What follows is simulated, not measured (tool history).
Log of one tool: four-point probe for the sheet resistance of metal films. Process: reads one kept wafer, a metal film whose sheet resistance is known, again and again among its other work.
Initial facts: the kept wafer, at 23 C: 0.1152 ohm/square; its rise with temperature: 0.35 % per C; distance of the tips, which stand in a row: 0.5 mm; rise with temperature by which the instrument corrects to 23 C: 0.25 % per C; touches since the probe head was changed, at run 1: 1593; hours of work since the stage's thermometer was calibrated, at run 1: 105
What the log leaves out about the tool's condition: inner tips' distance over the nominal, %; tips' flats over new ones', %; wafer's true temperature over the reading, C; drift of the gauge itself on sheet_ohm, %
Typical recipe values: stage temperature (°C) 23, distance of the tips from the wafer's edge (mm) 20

run	hour	stage temperature (°C)	distance of the tips from the wafer's edge (mm)	touches since the probe head was changed	hours of work since the stage's thermometer was calibrated	sheet resistance as the instrument gives it (ohm/square)
1	0.0	23	20	1593	105	0.115247
2	75.2	23	20	3457	145	0.115211
3	143.3	23	20	5146	182	0.115244
4	197.4	23	20	6487	211	0.115229
5	264.6	23	20	8152	247	0.115203
6	310.2	23	20	9282	272	0.115216
7	374.4	23	20	10876	306	0.115236
8	435.6	26	16	12392	339	0.115605
9	509.3	35	7	14219	379	0.116894
10	588.8	35	7	16190	421	0.116830
11	622.5	28	7	17025	439	0.116118
12	672.4	25	7	18261	466	0.115716
13	706.2	25	7	19100	484	0.115727
14	752.2	20	4	20242	509	0.115793

Forecast each of these 5 alternatives for the next run:
A	813.4	21	7	21758	542	?
B	813.4	26	72	21758	542	?
C	813.4	23	40	21758	542	?
D	813.4	30	8	21758	542	?
E	813.4	27	18	21758	542	?

run	sheet resistance as the instrument gives it (ohm/square)
A	0.115295
B	0.115518
C	0.115234
D	0.116242
E	0.115691
Had the tool no hidden state, the same runs would have come out as:
run	sheet resistance as the instrument gives it (ohm/square)
A	0.115300
B	0.115524
C	0.115239
D	0.116247
E	0.115697

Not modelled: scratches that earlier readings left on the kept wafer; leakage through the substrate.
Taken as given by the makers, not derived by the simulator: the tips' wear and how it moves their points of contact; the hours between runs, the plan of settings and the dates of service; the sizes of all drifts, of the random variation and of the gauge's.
